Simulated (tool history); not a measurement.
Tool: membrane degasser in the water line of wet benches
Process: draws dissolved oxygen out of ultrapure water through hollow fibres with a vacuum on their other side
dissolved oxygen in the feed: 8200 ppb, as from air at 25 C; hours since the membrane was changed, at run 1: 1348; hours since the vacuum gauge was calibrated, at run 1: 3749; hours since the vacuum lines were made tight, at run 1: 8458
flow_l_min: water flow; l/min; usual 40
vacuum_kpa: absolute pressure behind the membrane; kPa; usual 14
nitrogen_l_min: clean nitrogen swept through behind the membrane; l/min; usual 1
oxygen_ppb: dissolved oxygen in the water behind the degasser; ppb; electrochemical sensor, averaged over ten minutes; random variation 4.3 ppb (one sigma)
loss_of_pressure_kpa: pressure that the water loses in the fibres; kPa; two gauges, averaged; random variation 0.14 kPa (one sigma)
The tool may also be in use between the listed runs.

run,hour,flow_l_min,vacuum_kpa,nitrogen_l_min,hours since the membrane was changed,hours since the vacuum gauge was calibrated,hours since the vacuum lines were made tight,oxygen_ppb,loss_of_pressure_kpa
1,0,40,14,1,1348,3749,8458,1003.4,27.47
2,163.1,40,14,1,1511,3912,8621,995.4,27.15
3,248.6,40,14,1,1597,3998,8706,1002.2,27.26
4,393.4,40,14,1,1742,4142,8851,997,27.33
5,531.5,40,14,1,1880,4281,8989,1005.8,27.57
6,662.8,40,32.3,1,2011,4412,9121,2024.4,27.56
7,769.1,40,32.3,1,2117,4518,9227,2053.5,27.36
8,934.3,40,32.3,1,2283,4683,9392,2047.4,27.54
9,1071.8,40,32.3,1,2420,4821,9530,2058.6,27.41
10,1205.3,40,29.3,1,2553,4954,9663,1904.5,27.66
11,1278.4,40,14,0.54,2627,5028,9736,1414,27.27
12,1449.2,40,14,0.54,2797,5198,9907,1417.4,27.56
13,1566.7,62,17.2,0.52,2915,5316,10025,2292.6,42.68
14,1656.9,32,31.2,0.62,3005,5406,10115,2268.7,22.03
15,1822.6,40,14,1.18,3171,5572,10280,917.8,27.56
16,1944.4,25,21.6,1,3293,5694,10402,999.1,17.2
# hour 1999.2: vacuum gauge calibrated
17,2071.2,34,14,1,3419,72,10529,862.9,23.59
18,2206.5,48,27.3,1,3554,207,10664,2024.1,33.1
19,2366.2,33,27.3,1,3714,367,10824,1545.8,22.56
20,2494.7,26,14,1,3842,496,10952,672,17.94
21,2578.4,26,9.1,1.13,3926,579,11036,394.8,17.92
22,2711.6,40,14.2,1,4059,712,11169,1007.5,27.52

Some steps in oxygen_ppb between neighbouring runs. How much of each would the tool show without its hidden state too (settings, what came in, random variation), and how much is left for the hidden state, with any gauge scatter that isn't in both results?
The hidden state here: membrane still open, %; true pressure behind the membrane over the reading, kPa; air that leaks in behind the membrane, l/min; drift of the gauge itself on oxygen_ppb, %; drift of the gauge itself on loss_of_pressure_kpa, %.
Run 14 -> 15: flow_l_min 32 -> 40, vacuum_kpa 31.2 -> 14, nitrogen_l_min 0.62 -> 1.18. oxygen_ppb -1350.9 ppb: hidden state +5.1, all else -1356.
Run 16 -> 17: flow_l_min 25 -> 34, vacuum_kpa 21.6 -> 14, vacuum gauge calibrated. oxygen_ppb -136.2 ppb: hidden state -14.3, all else -121.9.
Run 17 -> 18: flow_l_min 34 -> 48, vacuum_kpa 14 -> 27.3. oxygen_ppb +1161.2 ppb: hidden state +1.8, all else +1159.4.

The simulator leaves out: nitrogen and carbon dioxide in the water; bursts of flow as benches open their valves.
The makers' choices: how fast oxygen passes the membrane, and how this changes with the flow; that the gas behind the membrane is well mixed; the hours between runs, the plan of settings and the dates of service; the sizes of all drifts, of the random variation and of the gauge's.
